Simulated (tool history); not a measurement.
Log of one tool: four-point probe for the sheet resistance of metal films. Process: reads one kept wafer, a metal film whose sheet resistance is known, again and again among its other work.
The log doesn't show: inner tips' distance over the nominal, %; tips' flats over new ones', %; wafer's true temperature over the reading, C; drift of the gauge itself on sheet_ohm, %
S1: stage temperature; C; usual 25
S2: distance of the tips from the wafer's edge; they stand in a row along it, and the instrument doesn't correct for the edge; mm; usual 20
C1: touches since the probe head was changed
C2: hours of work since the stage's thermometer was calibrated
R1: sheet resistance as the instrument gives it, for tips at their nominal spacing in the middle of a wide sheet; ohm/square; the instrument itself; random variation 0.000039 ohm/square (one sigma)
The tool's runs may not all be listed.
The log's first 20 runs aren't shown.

{"run": 21, "hour": 644.8, "S1": 24, "S2": 20, "C1": 46670, "C2": 1709, "R1": 0.192941}
{"run": 22, "hour": 684.2, "S1": 24, "S2": 20, "C1": 48117, "C2": 1729, "R1": 0.19289}
{"run": 23, "hour": 722.0, "S1": 24, "S2": 20, "C1": 49502, "C2": 1748, "R1": 0.192883}
{"run": 24, "hour": 761.6, "S1": 24, "S2": 20, "C1": 50958, "C2": 1769, "R1": 0.192889}
{"run": 25, "hour": 790.3, "S1": 24, "S2": 20, "C1": 52011, "C2": 1784, "R1": 0.192973}
{"run": 26, "hour": 823.6, "S1": 34, "S2": 29, "C1": 53232, "C2": 1801, "R1": 0.191908}
{"run": 27, "hour": 850.8, "S1": 23, "S2": 20, "C1": 54230, "C2": 1815, "R1": 0.193012}
{"run": 28, "hour": 898.3, "S1": 25, "S2": 3, "C1": 55971, "C2": 1840, "R1": 0.195661}
{"run": 29, "hour": 945.1, "S1": 34, "S2": 67, "C1": 57690, "C2": 1864, "R1": 0.191877}
{"run": 30, "hour": 972.8, "S1": 34, "S2": 27, "C1": 58704, "C2": 1878, "R1": 0.191916}
{"run": 31, "hour": 1001.9, "S1": 20, "S2": 65, "C1": 59772, "C2": 1893, "R1": 0.193322}
{"run": 32, "hour": 1032.7, "S1": 29, "S2": 16, "C1": 60905, "C2": 1909, "R1": 0.192527}
{"run": 33, "hour": 1078.0, "S1": 32, "S2": 10, "C1": 62566, "C2": 1932, "R1": 0.192354}
{"run": 34, "hour": 1112.4, "S1": 32, "S2": 10, "C1": 63829, "C2": 1950, "R1": 0.192321}
{"run": 35, "hour": 1141.1, "S1": 31, "S2": 5, "C1": 64882, "C2": 1965, "R1": 0.193123}
{"run": 36, "hour": 1163.2, "S1": 19, "S2": 20, "C1": 65693, "C2": 1977, "R1": 0.193527}
{"run": 37, "hour": 1184.5, "S1": 19, "S2": 20, "C1": 66474, "C2": 1987, "R1": 0.193544}
{"run": 38, "hour": 1213.8, "S1": 33, "S2": 71, "C1": 67550, "C2": 2003, "R1": 0.191957}
{"run": 39, "hour": 1248.2, "S1": 31, "S2": 21, "C1": 68811, "C2": 2020, "R1": 0.192193}

The next listed run, before its measurement:
{"run": 40, "hour": 1292.9, "S1": 25, "S2": 8, "C1": 70450, "C2": 2043, "R1": "?"}

R1: 0.193215 ohm/square
Without the tool's hidden state the same run would have given R1 0.193204 ohm/square.
